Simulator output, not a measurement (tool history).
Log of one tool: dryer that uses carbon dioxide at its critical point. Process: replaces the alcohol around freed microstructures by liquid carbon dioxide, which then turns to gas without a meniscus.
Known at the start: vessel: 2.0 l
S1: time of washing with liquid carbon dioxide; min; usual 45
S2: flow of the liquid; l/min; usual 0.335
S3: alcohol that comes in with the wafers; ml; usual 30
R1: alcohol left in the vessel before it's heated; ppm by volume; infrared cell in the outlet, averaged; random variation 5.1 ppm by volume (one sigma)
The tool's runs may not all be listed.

run     day  S1     S2  S3   R1
  1       0  45  0.335  30  117
  2   1.242  45  0.335  30  132
  3   2.804  45  0.335  30  140
  4   3.738  67  0.335  30   60
      4.833  -- purifier's bed changed
  5   5.154  67  0.335  30   16
  6   6.783  67  0.335  30   21
  7   7.712  36  0.223  22  691
  8   8.717  34  0.417  35  146
  9  10.258  45  0.425  35   38
     11.312  -- inlet filter changed
 10  11.533  45  0.425  35   24
 11  12.912  32  0.555  35   37

The same runs without the tool's hidden state, with the same run-to-run variation:
The hidden state here: flow that reaches the vessel past the clogged filter, %; alcohol in the recycled carbon dioxide, ppm; drift of the gauge itself on alcohol_ppm, %.
run   R1
  1   48
  2   60
  3   58
  4    3
  5   11
  6   14
  7  495
  8   75
  9   14
 10   16
 11   26
